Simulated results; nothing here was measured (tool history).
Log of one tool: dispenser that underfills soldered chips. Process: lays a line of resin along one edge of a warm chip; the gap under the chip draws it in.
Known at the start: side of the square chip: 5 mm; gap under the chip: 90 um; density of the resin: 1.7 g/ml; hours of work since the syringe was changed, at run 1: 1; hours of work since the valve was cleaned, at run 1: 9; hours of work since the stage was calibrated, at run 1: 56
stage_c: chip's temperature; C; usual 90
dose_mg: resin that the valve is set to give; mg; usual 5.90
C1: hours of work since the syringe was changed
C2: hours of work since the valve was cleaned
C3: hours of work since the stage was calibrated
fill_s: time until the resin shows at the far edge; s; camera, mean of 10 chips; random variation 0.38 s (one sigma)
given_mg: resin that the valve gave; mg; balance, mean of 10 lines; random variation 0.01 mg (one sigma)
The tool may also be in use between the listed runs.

{"run": 1, "hour": 0.0, "stage_c": 90, "dose_mg": 5.9, "C1": 1, "C2": 9, "C3": 56, "fill_s": 25.5, "given_mg": 5.88}
{"run": 2, "hour": 2.7, "stage_c": 96, "dose_mg": 5.9, "C1": 2, "C2": 10, "C3": 57, "fill_s": 20.0, "given_mg": 5.85}
{"run": 3, "hour": 6.8, "stage_c": 96, "dose_mg": 5.19, "C1": 5, "C2": 13, "C3": 60, "fill_s": 23.3, "given_mg": 5.16}
{"run": 4, "hour": 10.6, "stage_c": 96, "dose_mg": 5.8, "C1": 7, "C2": 15, "C3": 62, "fill_s": 27.5, "given_mg": 5.75}
{"run": 5, "hour": 15.3, "stage_c": 90, "dose_mg": 5.9, "C1": 10, "C2": 18, "C3": 65, "fill_s": 41.2, "given_mg": 5.86}
{"hour": 16.0, "done": "new syringe of resin"}
{"run": 6, "hour": 19.1, "stage_c": 81, "dose_mg": 5.9, "C1": 2, "C2": 20, "C3": 67, "fill_s": 40.7, "given_mg": 5.86}
{"run": 7, "hour": 22.4, "stage_c": 81, "dose_mg": 5.9, "C1": 4, "C2": 22, "C3": 69, "fill_s": 45.8, "given_mg": 5.86}
{"run": 8, "hour": 25.8, "stage_c": 81, "dose_mg": 5.9, "C1": 6, "C2": 24, "C3": 72, "fill_s": 49.2, "given_mg": 5.83}
{"run": 9, "hour": 30.3, "stage_c": 78, "dose_mg": 5.9, "C1": 9, "C2": 27, "C3": 74, "fill_s": 68.5, "given_mg": 5.83}
{"hour": 33.3, "done": "new syringe of resin"}
{"run": 10, "hour": 34.3, "stage_c": 90, "dose_mg": 5.9, "C1": 1, "C2": 29, "C3": 77, "fill_s": 23.6, "given_mg": 5.82}
{"run": 11, "hour": 37.5, "stage_c": 90, "dose_mg": 5.9, "C1": 3, "C2": 31, "C3": 79, "fill_s": 26.5, "given_mg": 5.81}
{"run": 12, "hour": 42.3, "stage_c": 75, "dose_mg": 5.9, "C1": 6, "C2": 34, "C3": 82, "fill_s": 68.1, "given_mg": 5.8}
{"run": 13, "hour": 46.2, "stage_c": 95, "dose_mg": 6.57, "C1": 8, "C2": 37, "C3": 84, "fill_s": 28.0, "given_mg": 6.45}
{"hour": 50.8, "done": "new syringe of resin"}
{"run": 14, "hour": 52.2, "stage_c": 78, "dose_mg": 5.9, "C1": 1, "C2": 40, "C3": 88, "fill_s": 44.5, "given_mg": 5.8}

Forecast run 15:
{"run": 15, "hour": 55.1, "stage_c": 78, "dose_mg": 5.9, "C1": 3, "C2": 42, "C3": 89, "fill_s": "?", "given_mg": "?"}

Run 15 gave fill_s 49.6 s, given_mg 5.79 mg.
Without the tool's hidden state the same run would have given fill_s 42.0 s, given_mg 5.90 mg.
